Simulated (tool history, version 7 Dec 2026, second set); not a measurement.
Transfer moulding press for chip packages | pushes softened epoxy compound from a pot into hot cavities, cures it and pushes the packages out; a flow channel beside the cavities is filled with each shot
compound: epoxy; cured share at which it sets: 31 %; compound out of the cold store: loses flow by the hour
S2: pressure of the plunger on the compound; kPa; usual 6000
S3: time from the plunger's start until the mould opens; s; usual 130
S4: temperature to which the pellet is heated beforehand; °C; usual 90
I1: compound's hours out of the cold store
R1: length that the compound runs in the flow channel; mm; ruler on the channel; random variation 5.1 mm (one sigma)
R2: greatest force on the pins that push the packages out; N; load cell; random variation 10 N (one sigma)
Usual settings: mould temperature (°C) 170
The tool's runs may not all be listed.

Run 1, hour 0.0: usual settings; I1 41.9. Result: R1 501 mm, R2 640 N.
Run 2, hour 67.2: usual settings but S3 153 s; I1 43.4. Result: R1 490 mm, R2 664 N.
At hour 88.2: cavities cleaned with cleaning compound and waxed.
Run 3, hour 122.3: usual settings but S3 153 s; I1 44.2. Result: R1 492 mm, R2 819 N.
Run 4, hour 177.3: usual settings but S3 153 s; I1 19.4. Result: R1 549 mm, R2 785 N.
Run 5, hour 238.2: usual settings but S3 153 s; I1 25.6. Result: R1 537 mm, R2 810 N.
At hour 260.2: cavities cleaned with cleaning compound and waxed.
Run 6, hour 331.1: usual settings but S3 115 s; I1 37.5. Result: R1 493 mm, R2 732 N.
At hour 365.2: cavities cleaned with cleaning compound and waxed, once more.
Run 7, hour 412.8: usual settings; I1 45.6. Result: R1 464 mm, R2 594 N.
Run 8, hour 492.4: usual settings; I1 35.5. Result: R1 484 mm, R2 719 N.
At hour 515.0: plunger's sealing rings changed.
At hour 540.0: cavities cleaned with cleaning compound and waxed.
Run 9, hour 560.1: usual settings but mould temperature (°C) 176; I1 16.4. Result: R1 555 mm, R2 474 N.
Run 10, hour 648.5: usual settings but mould temperature (°C) 176; I1 27.9. Result: R1 519 mm, R2 659 N.
At hour 711.4: cavities cleaned with cleaning compound and waxed.
Run 11, hour 716.7: usual settings but mould temperature (°C) 176, S4 97 °C; I1 24.8. Result: R1 522 mm, R2 432 N.
Run 12, hour 811.1: usual settings but mould temperature (°C) 176, S4 97 °C; I1 26.2. Result: R1 510 mm, R2 621 N.
Run 13, hour 852.7: usual settings but S3 133 s, S4 94 °C; I1 30.3. Result: R1 517 mm, R2 710 N.
At hour 882.8: cavities cleaned with cleaning compound and waxed.
Run 14, hour 934.2: usual settings but S3 133 s, S4 94 °C; I1 47.9. Result: R1 470 mm, R2 589 N.
Run 15, hour 986.6: usual settings but S3 133 s, S4 94 °C; I1 15.9. Result: R1 526 mm, R2 717 N.
At hour 1054.8: cavities cleaned with cleaning compound and waxed.
At hour 1069.0: plunger's sealing rings changed.
Run 16, hour 1069.0: usual settings but S2 7450 kPa, S3 121 s, S4 83 °C; I1 32.3. Result: R1 579 mm, R2 543 N.
Run 17, hour 1154.6: usual settings but mould temperature (°C) 167, S2 6490 kPa; I1 15.2. Result: R1 599 mm, R2 811 N.
Run 18, hour 1222.6: usual settings but S3 139 s; I1 18.7. Result: R1 551 mm, R2 711 N.
At hour 1232.6: cavities cleaned with cleaning compound and waxed.
Run 19, hour 1301.8: usual settings but S3 139 s; I1 40.9. Result: R1 496 mm, R2 597 N.
Run 20, hour 1349.1: usual settings but S3 139 s; I1 38.1. Result: R1 498 mm, R2 664 N.
At hour 1402.1: cavities cleaned with cleaning compound and waxed.
Run 21, hour 1406.9: usual settings but S3 139 s; I1 12.3. Result: R1 561 mm, R2 464 N.
Run 22, hour 1482.8: usual settings but mould temperature (°C) 166, S2 5760 kPa; I1 33.6. Result: R1 498 mm, R2 789 N.
At hour 1573.3: cavities cleaned with cleaning compound and waxed.
Run 23, hour 1579.0: usual settings but mould temperature (°C) 166, S2 5760 kPa; I1 15.1. Result: R1 542 mm, R2 569 N.
At hour 1607.9: mould's thermocouples calibrated.
At hour 1623.6: plunger's sealing rings changed.
Run 24, hour 1653.1: usual settings but mould temperature (°C) 177, S2 7340 kPa, S3 116 s, S4 97 °C; I1 15.8. Result: R1 622 mm, R2 618 N.

4 ways to go on from here, each from the tool as it stands after run 24. What would each give?
Run A, hour 1718.2: usual settings but mould temperature (°C) 167, S2 6640 kPa, S3 116 s, S4 97 °C; I1 24.9. Result: R1 ?, R2 ?.
Run B, hour 1718.2: usual settings but mould temperature (°C) 167, S2 4650 kPa, S4 94 °C; I1 30.1. Result: R1 ?, R2 ?.
Run C, hour 1718.2: usual settings but S3 165 s; I1 37.0. Result: R1 ?, R2 ?.
Run D, hour 1718.2: usual settings but S3 166 s, S4 98 °C; I1 22.2. Result: R1 ?, R2 ?.

run   R1    R2
  A  570  1043
  B  471   836
  C  508   688
  D  550   689
Without the tool's hidden state the same runs would have given:
run   R1   R2
  A  576  633
  B  477  509
  C  513  418
  D  556  423
